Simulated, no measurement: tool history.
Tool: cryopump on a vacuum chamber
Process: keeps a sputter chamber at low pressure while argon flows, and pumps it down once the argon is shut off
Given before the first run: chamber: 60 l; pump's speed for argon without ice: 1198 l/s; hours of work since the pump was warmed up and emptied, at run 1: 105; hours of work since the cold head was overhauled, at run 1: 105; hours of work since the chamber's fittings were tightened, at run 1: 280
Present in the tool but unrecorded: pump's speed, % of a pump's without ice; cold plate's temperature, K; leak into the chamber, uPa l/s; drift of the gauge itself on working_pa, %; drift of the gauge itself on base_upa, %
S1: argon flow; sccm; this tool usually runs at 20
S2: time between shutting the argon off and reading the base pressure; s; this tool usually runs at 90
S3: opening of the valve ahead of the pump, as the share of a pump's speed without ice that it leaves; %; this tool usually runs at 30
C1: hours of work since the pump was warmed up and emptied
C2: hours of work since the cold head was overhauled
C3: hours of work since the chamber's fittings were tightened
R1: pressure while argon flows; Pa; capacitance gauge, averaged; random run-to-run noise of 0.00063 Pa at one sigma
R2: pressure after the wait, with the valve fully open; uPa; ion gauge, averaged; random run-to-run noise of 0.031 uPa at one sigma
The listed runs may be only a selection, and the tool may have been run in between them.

run 1 hour=0 | S1=20 S2=90 S3=30 | C1=105 C2=105 C3=280 | R1=0.095 R2=1.76
run 2 hour=15.3 | S1=20 S2=90 S3=30 | C1=111 C2=111 C3=287 | R1=0.096 R2=1.76
run 3 hour=35.4 | S1=20 S2=90 S3=30 | C1=119 C2=119 C3=295 | R1=0.0968 R2=1.7
run 4 hour=55.8 | S1=20 S2=90 S3=30 | C1=128 C2=128 C3=303 | R1=0.0955 R2=1.72
run 5 hour=79.3 | S1=20 S2=90 S3=38 | C1=137 C2=137 C3=312 | R1=0.0763 R2=1.78
run 6 hour=111.3 | S1=20 S2=90 S3=38 | C1=150 C2=150 C3=325 | R1=0.0766 R2=1.84
run 7 hour=141 | S1=28 S2=90 S3=38 | C1=162 C2=162 C3=337 | R1=0.1071 R2=1.81
run 8 hour=158.3 | S1=28 S2=90 S3=38 | C1=169 C2=169 C3=344 | R1=0.1071 R2=1.75
run 9 hour=184.7 | S1=28 S2=90 S3=38 | C1=179 C2=179 C3=355 | R1=0.107 R2=1.71
run 10 hour=218.7 | S1=28 S2=20 S3=23 | C1=193 C2=193 C3=369 | R1=0.1749 R2=6.63
run 11 hour=233.9 | S1=9 S2=27 S3=39 | C1=199 C2=199 C3=375 | R1=0.0333 R2=4.97
run 12 hour=252.8 | S1=9 S2=27 S3=39 | C1=207 C2=207 C3=382 | R1=0.0343 R2=5.09
run 13 hour=280.6 | S1=9 S2=27 S3=39 | C1=218 C2=218 C3=393 | R1=0.0341 R2=4.98
run 14 hour=299.5 | S1=9 S2=27 S3=39 | C1=226 C2=226 C3=401 | R1=0.0341 R2=4.95
run 15 hour=330.3 | S1=38 S2=241 S3=26 | C1=238 C2=238 C3=414 | R1=0.2129 R2=1.01
run 16 hour=359.2 | S1=37 S2=241 S3=51 | C1=250 C2=250 C3=425 | R1=0.1094 R2=0.96
run 17 hour=375.7 | S1=37 S2=241 S3=51 | C1=256 C2=256 C3=432 | R1=0.1082 R2=1.01

Below are 3 alternative next runs, each starting from the tool's condition after run 17. Predict each:
run A hour=395.2 | S1=12 S2=90 S3=23 | C1=264 C2=264 C3=440 | R1=? R2=?
run B hour=395.2 | S1=8 S2=151 S3=22 | C1=264 C2=264 C3=440 | R1=? R2=?
run C hour=395.2 | S1=8 S2=41 S3=47 | C1=264 C2=264 C3=440 | R1=? R2=?

run=A R1=0.0758 R2=1.91
run=B R1=0.0529 R2=1.33
run=C R1=0.0256 R2=3.49
With no hidden state in the tool, these same runs would have given:
run=A R1=0.0733 R2=1.66
run=B R1=0.0513 R2=1.08
run=C R1=0.0239 R2=3.24

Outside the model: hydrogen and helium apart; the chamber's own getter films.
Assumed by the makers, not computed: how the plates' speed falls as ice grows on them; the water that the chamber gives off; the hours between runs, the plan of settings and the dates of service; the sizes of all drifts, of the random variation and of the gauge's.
